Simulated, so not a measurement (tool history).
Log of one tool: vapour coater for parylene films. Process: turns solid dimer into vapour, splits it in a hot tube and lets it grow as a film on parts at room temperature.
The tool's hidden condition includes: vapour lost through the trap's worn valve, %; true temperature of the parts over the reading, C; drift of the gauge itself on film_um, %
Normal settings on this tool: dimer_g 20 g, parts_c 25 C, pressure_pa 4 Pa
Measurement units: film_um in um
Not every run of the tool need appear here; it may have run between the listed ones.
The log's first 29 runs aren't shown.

run    hour  dimer_g  parts_c  pressure_pa  hours of work since the trap's valve was overhauled  hours of work since the table's thermometer was calibrated  film_um
 30  1620.9       15       34            4                                                  138                                                         154      4.6
 31    1683       11       21            4                                                  163                                                         180     5.26
 32  1734.1       17       34         5.95                                                  185                                                         201     4.83
 33  1773.9        9       20            4                                                  201                                                         217     4.39
 34  1818.1        9       20            4                                                  219                                                         236     4.37
 35  1892.2       23       23            4                                                  250                                                         266    10.03
 36  1927.3       23       23            4                                                  264                                                         281    10.03
 37    1996       31       23         2.49                                                  293                                                         309    14.69
 38  2046.1       19       35         2.54                                                  313                                                         330     6.11
 39  2108.8        9       20         2.03                                                  339                                                         356     4.92
 40  2170.1        9       20         2.03                                                  364                                                         381      4.9
 41  2234.2       13       27            4                                                  391                                                         407     4.92
 42  2274.7       20       27            4                                                  408                                                         424     7.52
 43  2328.1       17       28        10.28                                                  430                                                         446     5.19
 44  2403.5       17       28        10.28                                                  461                                                         477      5.2
 45  2477.5       13       18         2.28                                                  491                                                         508     7.32
 46  2549.7       13       18         2.28                                                  521                                                         537     7.24
 47  2612.7       13       25         7.35                                                  547                                                         563     4.61

Consider 4 possible next runs. They are alternatives, not a sequence: every one starts from the tool as it was left by run 47. What does each give?
  A  2677.2       17       25         7.35                                                  574                                                         590        ?
  B  2677.2       20       25        10.79                                                  574                                                         590        ?
  C  2677.2       34       25         3.65                                                  574                                                         590        ?
  D  2677.2       29       30         7.35                                                  574                                                         590        ?

run  film_um
  A     5.98
  B     6.62
  C    13.76
  D     8.71
What these runs would have given with no unlogged condition in the tool:
run  film_um
  A     6.29
  B     6.97
  C    14.49
  D     9.17

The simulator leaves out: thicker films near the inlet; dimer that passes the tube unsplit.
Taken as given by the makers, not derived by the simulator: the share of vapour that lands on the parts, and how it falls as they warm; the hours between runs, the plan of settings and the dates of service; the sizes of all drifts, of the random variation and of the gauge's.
